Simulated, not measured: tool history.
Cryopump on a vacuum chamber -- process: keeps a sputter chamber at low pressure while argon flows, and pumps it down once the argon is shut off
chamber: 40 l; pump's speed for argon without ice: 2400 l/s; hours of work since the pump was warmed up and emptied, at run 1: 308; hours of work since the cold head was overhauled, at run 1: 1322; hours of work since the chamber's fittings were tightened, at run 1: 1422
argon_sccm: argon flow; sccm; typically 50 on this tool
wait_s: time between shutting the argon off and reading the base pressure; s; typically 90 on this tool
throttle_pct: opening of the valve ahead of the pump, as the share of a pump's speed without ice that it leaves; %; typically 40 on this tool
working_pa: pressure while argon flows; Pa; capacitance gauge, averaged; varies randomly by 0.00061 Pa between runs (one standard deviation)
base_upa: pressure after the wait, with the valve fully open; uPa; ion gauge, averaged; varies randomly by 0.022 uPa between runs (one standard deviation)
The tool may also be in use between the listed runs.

run,day,argon_sccm,wait_s,throttle_pct,hours of work since the pump was warmed up and emptied,hours of work since the cold head was overhauled,hours of work since the chamber's fittings were tightened,working_pa,base_upa
1,0,50,90,40,308,1322,1422,0.092,1.71
2,2.954,50,90,40,346,1359,1460,0.0916,1.68
3,4.458,50,90,15,365,1378,1479,0.2391,1.74
4,6.104,50,90,15,386,1400,1500,0.2405,1.73
5,7.95,50,90,15,410,1423,1524,0.2406,1.81
6,9.979,50,90,31,436,1449,1549,0.1187,1.81
7,11.338,50,90,31,453,1466,1567,0.1191,1.78
8,13.862,33,90,38,485,1498,1599,0.0654,1.81
# day 15.488: leaking fittings of the chamber tightened, without venting
9,16.008,25,90,17,512,1525,7,0.1079,0.66
10,17.433,25,90,17,530,1543,25,0.1062,0.67
11,18.729,20,90,17,546,1559,41,0.0848,0.66
12,20.967,20,37,15,575,1588,70,0.0962,1.38

Some steps in working_pa between neighbouring runs. How much of each would the tool show without its hidden state too (settings, what came in, random variation), and how much is left for the hidden state, with any gauge scatter that isn't in both results?
The hidden state here: pump's speed, % of a pump's without ice; cold plate's temperature, K; leak into the chamber, uPa l/s; drift of the gauge itself on working_pa, %; drift of the gauge itself on base_upa, %.
Run 2 -> 3: throttle_pct 40 -> 15. working_pa +0.1475 Pa: hidden state +0.0002, all else +0.1473.
Run 7 -> 8: argon_sccm 50 -> 33, throttle_pct 31 -> 38. working_pa -0.0537 Pa: hidden state -0.0015, all else -0.0522.
